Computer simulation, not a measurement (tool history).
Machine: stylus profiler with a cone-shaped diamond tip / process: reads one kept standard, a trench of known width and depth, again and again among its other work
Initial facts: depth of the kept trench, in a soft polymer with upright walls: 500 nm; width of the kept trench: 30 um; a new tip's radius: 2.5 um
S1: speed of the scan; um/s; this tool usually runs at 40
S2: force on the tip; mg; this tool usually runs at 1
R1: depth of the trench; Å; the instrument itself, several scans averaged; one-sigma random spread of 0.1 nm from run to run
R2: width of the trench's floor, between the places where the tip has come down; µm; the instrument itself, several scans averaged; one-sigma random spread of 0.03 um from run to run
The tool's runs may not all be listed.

run,hour,S1,S2,R1,R2
1,0,40,1,5011.3,25.31
2,42.6,40,1,5011.2,25.28
3,84.8,40,1,5013.5,25.25
4,110.9,40,1,5009.9,25.21
5,144.1,40,1,5008.2,25.17
6,189.2,105,1,5009.3,24.7
7,226.5,105,1,5009.1,24.63
8,268.4,136,1,5010.4,24.42
9,297.6,136,1,5008.7,24.42
10,331,136,1,5009.2,24.41
11,379,136,1,5007.9,24.35
# hour 382: height scale calibrated on a step standard
12,412.9,25,1,5001.4,25.02
13,452.8,40,0.5,4992,24.72
# hour 457.8: height scale calibrated on a step standard, once more
14,478.5,40,0.5,5015.2,24.82
15,517.5,40,1.15,5025,24.84
16,554.9,40,1.15,5024.2,24.78
17,576.2,104,1,5022.9,24.36
18,607.2,47,2.28,5041.7,24.83
19,655.5,47,2.28,5042.6,24.75
20,684,26,0.96,5020.1,24.77
21,708.3,31,1.16,5024.6,24.72
22,735,31,1.16,5021.5,24.69
23,762.6,117,0.55,5013.2,23.94
24,810.6,117,1.25,5026.3,24.14
25,839.1,117,2.52,5041.5,24.37
26,883.4,73,1.78,5033,24.44
27,913.9,149,1.89,5032.1,24.06
28,957.6,14,1.89,5032.5,24.58
29,1008.2,14,1.89,5032.1,24.63
30,1037.2,14,1.89,5031.8,24.61
31,1068.8,81,1.89,5031.9,24.21

Each row is a separate what-if for the run after 31, all from the same tool condition, not one after another. Results?
A,1103,20,1.89,?,?
B,1103,24,1,?,?
C,1103,38,0.39,?,?
D,1103,17,1.89,?,?

run,R1,R2
A,5030.1,24.54
B,5016.7,24.48
C,5005.4,24.19
D,5031,24.51
The same runs, with their run-to-run variation unchanged, on a tool lacking any hidden condition would have given:
run,R1,R2
A,5037.8,26.95
B,5024.4,26.89
C,5013.1,26.6
D,5038.7,26.92

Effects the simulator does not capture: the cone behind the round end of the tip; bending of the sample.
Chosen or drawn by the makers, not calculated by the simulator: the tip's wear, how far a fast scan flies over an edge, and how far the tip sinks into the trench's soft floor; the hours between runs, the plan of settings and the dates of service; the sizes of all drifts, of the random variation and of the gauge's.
